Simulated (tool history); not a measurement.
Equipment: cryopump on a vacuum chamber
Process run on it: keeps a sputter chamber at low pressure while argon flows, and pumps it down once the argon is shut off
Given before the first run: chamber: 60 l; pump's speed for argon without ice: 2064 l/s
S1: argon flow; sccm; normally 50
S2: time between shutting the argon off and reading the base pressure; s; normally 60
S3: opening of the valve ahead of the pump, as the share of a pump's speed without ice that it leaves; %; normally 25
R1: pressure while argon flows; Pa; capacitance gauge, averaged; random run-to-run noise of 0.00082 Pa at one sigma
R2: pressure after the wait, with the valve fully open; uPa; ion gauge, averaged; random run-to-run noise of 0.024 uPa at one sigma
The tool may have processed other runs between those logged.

run   hour  S1  S2  S3      R1    R2
  1      0  50  60  25  0.1733  1.15
  2   17.5  50  60  25  0.1739  1.11
  3   38.6  50  60  25  0.1747  1.14
  4     65  50  60  25  0.1749  1.13
      72.5  -- pump warmed up, emptied and cooled again
  5   98.5  50  60  25  0.1665  1.04
  6  120.8  50  60  25  0.1659  1.05
  7  143.8  34  60  53  0.0544  1.05
  8    161  34  60  53  0.0559  1.04
  9  176.4  50  85  25  0.1677   0.9
 10  193.9  50  28  25  0.1666  1.85
 11  218.7  50  75  17  0.2428  0.96

Consider 4 possible next runs. They are alternatives, not a sequence: every one starts from the tool as it was left by run 11. What does each give?
  A  235.7  25  75  17   ?   ?
  B  235.7  20  60  25   ?   ?
  C  235.7  53  75  54   ?   ?
  D  235.7  50  75  18   ?   ?

run      R1    R2
  A  0.1219  0.94
  B  0.0674  1.11
  C  0.0848  0.97
  D  0.2326  0.96
The same runs, with their run-to-run variation unchanged, on a tool lacking any hidden condition would have given:
run      R1    R2
  A  0.1198  0.68
  B  0.0657  0.85
  C  0.0802   0.7
  D  0.2282  0.69

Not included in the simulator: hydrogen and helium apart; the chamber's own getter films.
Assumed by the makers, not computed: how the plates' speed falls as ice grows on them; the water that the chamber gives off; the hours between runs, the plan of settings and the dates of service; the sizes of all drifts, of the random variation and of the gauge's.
